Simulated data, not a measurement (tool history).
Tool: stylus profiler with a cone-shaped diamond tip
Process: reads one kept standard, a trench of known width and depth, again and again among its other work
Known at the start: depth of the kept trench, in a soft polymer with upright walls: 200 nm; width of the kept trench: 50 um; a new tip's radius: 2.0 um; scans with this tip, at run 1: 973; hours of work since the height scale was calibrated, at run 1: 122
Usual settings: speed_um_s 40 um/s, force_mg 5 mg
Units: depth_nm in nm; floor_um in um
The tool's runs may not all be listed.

run,day,speed_um_s,force_mg,scans with this tip,hours of work since the height scale was calibrated,depth_nm,floor_um
1,0,40,5,973,122,204.49,48.11
2,2.779,40,13.52,1315,164,208.73,48.2
3,5.625,43,5,1666,208,204.42,48.11
4,9.192,40,4.61,2105,263,204.24,48.13
5,11.071,40,4.61,2337,292,204.28,48.12
6,14.175,40,4.61,2719,340,204.27,48.12
7,17.862,40,4.61,3173,397,204.25,48.17
8,21.658,40,4.61,3641,455,204.24,48.15
9,24.846,40,5,4033,504,204.51,48.15
10,28.533,40,5,4488,561,204.51,48.13
11,31.55,40,5,4860,607,204.53,48.11
12,33.308,55,5,5076,634,204.48,48.07
13,36.454,55,5,5464,683,204.5,48.11
14,38.858,40,5,5760,720,204.55,48.13
15,42.583,40,5,6219,777,204.45,48.12
16,44.967,40,6.31,6512,814,205.27,48.15
17,48.054,40,6.18,6893,861,205.2,48.08
# day 49.962: height scale calibrated on a step standard
18,50.758,40,6.18,7224,12,205.2,48.08
19,54.221,40,6.18,7650,66,205.15,48.04
20,56.917,40,6.18,7982,107,205.24,48.09
21,58.5,96,3.37,8177,131,203.42,47.84
# day 61.075: new tip fitted, height scale calibrated
22,61.512,12,3.11,54,7,203.23,48.19
23,63.754,30,12.81,330,41,208.47,48.24
24,66.779,30,12.81,703,88,208.46,48.15
25,68.812,14,6.44,954,119,205.34,48.2
26,72.629,113,5.48,1424,178,204.81,47.91
27,75.042,40,5.31,1721,215,204.69,48.14
28,77.05,17,3.09,1968,246,203.29,48.14
29,79.817,17,3.09,2309,289,203.26,48.16
30,82.083,13,2.5,2588,323,202.78,48.23
31,84.833,18,14.11,2927,366,208.95,48.19
32,86.483,71,5.13,3131,391,204.63,48.1
33,89.083,160,11.95,3451,431,207.99,47.9
34,92.262,147,2.44,3843,480,202.74,47.52
35,94.979,15,2.65,4177,522,202.92,48.17
36,98.65,15,2.65,4629,578,202.91,48.19
37,101.542,15,2.65,4986,623,202.96,48.22
38,104.975,17,3.25,5409,676,203.34,48.16
39,108.8,111,6.23,5880,735,205.3,47.91
40,112.496,76,4.31,6335,792,204.08,47.92

Forecast each of these 3 alternatives for the next run:
A,115.317,92,11.77,6683,835,?,?
B,115.317,85,7.2,6683,835,?,?
C,115.317,65,2.81,6683,835,?,?

run,depth_nm,floor_um
A,208.03,48.04
B,205.72,47.99
C,203.1,47.97
Without the tool's hidden state the same runs would have given:
run,depth_nm,floor_um
A,208.03,48.07
B,205.71,48.03
C,203.09,48.01
